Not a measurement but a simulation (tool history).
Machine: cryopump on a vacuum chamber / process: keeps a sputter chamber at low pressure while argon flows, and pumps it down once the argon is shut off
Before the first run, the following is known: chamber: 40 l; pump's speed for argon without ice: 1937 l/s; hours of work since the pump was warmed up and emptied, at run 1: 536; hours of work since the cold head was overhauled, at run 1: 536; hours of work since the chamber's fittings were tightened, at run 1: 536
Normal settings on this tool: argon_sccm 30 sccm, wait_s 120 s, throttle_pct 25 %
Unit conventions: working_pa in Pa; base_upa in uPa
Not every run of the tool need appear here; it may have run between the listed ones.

| run | hour | argon_sccm | wait_s | throttle_pct | hours of work since the pump was warmed up and emptied | hours of work since the cold head was overhauled | hours of work since the chamber's fittings were tightened | working_pa | base_upa |
|---|---|---|---|---|---|---|---|---|---|
| 1 | 0.0 | 30 | 120 | 25 | 536 | 536 | 536 | 0.1093 | 0.82 |
| 2 | 12.2 | 30 | 120 | 20 | 543 | 543 | 543 | 0.1359 | 0.87 |
| 3 | 32.7 | 30 | 120 | 20 | 556 | 556 | 556 | 0.1377 | 0.86 |
| 4 | 56.4 | 30 | 120 | 20 | 570 | 570 | 570 | 0.1377 | 0.90 |
| 5 | 67.5 | 30 | 120 | 20 | 577 | 577 | 577 | 0.1368 | 0.87 |
| 6 | 85.5 | 30 | 120 | 25 | 588 | 588 | 588 | 0.1095 | 0.90 |
| 7 | 108.7 | 30 | 120 | 25 | 602 | 602 | 602 | 0.1103 | 0.94 |
| 8 | 132.4 | 30 | 120 | 25 | 617 | 617 | 617 | 0.1108 | 0.93 |
| 9 | 153.5 | 30 | 120 | 25 | 630 | 630 | 630 | 0.1120 | 0.97 |
| 10 | 165.1 | 30 | 120 | 25 | 637 | 637 | 637 | 0.1115 | 0.96 |
| 11 | 184.9 | 30 | 120 | 19 | 649 | 649 | 649 | 0.1445 | 0.96 |
| 12 | 208.7 | 29 | 120 | 19 | 663 | 663 | 663 | 0.1405 | 0.96 |
| 13 | 222.5 | 30 | 120 | 25 | 672 | 672 | 672 | 0.1117 | 0.97 |
| 14 | 239.1 | 30 | 120 | 25 | 682 | 682 | 682 | 0.1129 | 0.98 |
| 15 | 262.0 | 30 | 120 | 25 | 696 | 696 | 696 | 0.1127 | 0.99 |
| 16 | 273.5 | 30 | 120 | 25 | 703 | 703 | 703 | 0.1113 | 1.03 |
| 17 | 290.7 | 30 | 80 | 25 | 713 | 713 | 713 | 0.1126 | 1.16 |
| 18 | 314.0 | 30 | 84 | 25 | 728 | 728 | 728 | 0.1133 | 1.15 |
| 19 | 336.1 | 56 | 120 | 59 | 741 | 741 | 741 | 0.0981 | 1.07 |
| 20 | 353.9 | 56 | 120 | 59 | 752 | 752 | 752 | 0.0987 | 1.08 |
| 21 | 365.6 | 28 | 120 | 15 | 759 | 759 | 759 | 0.1708 | 1.05 |
| 22 | 378.3 | 28 | 34 | 15 | 767 | 767 | 767 | 0.1702 | 1.62 |
| 23 | 400.8 | 28 | 34 | 15 | 781 | 781 | 781 | 0.1721 | 1.64 |
| 24 | 419.9 | 28 | 34 | 15 | 793 | 793 | 793 | 0.1713 | 1.62 |
| 25 | 444.5 | 37 | 31 | 36 | 808 | 808 | 808 | 0.1005 | 1.71 |
|  | 455.4 | pump warmed up, emptied and cooled again |
| 26 | 464.4 | 26 | 83 | 31 | 5 | 817 | 817 | 0.0739 | 0.98 |
| 27 | 481.2 | 30 | 128 | 25 | 16 | 827 | 827 | 0.1050 | 0.93 |
| 28 | 502.6 | 13 | 103 | 36 | 29 | 840 | 840 | 0.0314 | 0.98 |
| 29 | 513.6 | 13 | 103 | 36 | 36 | 847 | 847 | 0.0316 | 0.93 |
| 30 | 531.1 | 13 | 103 | 36 | 46 | 857 | 857 | 0.0316 | 1.02 |
| 31 | 555.9 | 13 | 103 | 36 | 61 | 873 | 873 | 0.0315 | 0.98 |
| 32 | 572.9 | 18 | 41 | 50 | 72 | 883 | 883 | 0.0310 | 1.34 |
| 33 | 586.9 | 27 | 41 | 50 | 80 | 892 | 892 | 0.0479 | 1.37 |
| 34 | 599.7 | 50 | 120 | 50 | 88 | 899 | 899 | 0.0877 | 0.98 |

Below are 4 alternative next runs, each starting from the tool's condition after run 34. Predict each:
| A | 622.5 | 21 | 47 | 25 | 102 | 913 | 913 | ? | ? |
| B | 622.5 | 45 | 61 | 30 | 102 | 913 | 913 | ? | ? |
| C | 622.5 | 48 | 130 | 16 | 102 | 913 | 913 | ? | ? |
| D | 622.5 | 13 | 137 | 54 | 102 | 913 | 913 | ? | ? |

| run | working_pa | base_upa |
|---|---|---|
| A | 0.0732 | 1.35 |
| B | 0.1312 | 1.19 |
| C | 0.2630 | 1.02 |
| D | 0.0211 | 1.02 |
Take away the tool's hidden state, keep each run's random variation, and the runs would have read:
| run | working_pa | base_upa |
|---|---|---|
| A | 0.0725 | 0.68 |
| B | 0.1296 | 0.52 |
| C | 0.2612 | 0.34 |
| D | 0.0206 | 0.36 |

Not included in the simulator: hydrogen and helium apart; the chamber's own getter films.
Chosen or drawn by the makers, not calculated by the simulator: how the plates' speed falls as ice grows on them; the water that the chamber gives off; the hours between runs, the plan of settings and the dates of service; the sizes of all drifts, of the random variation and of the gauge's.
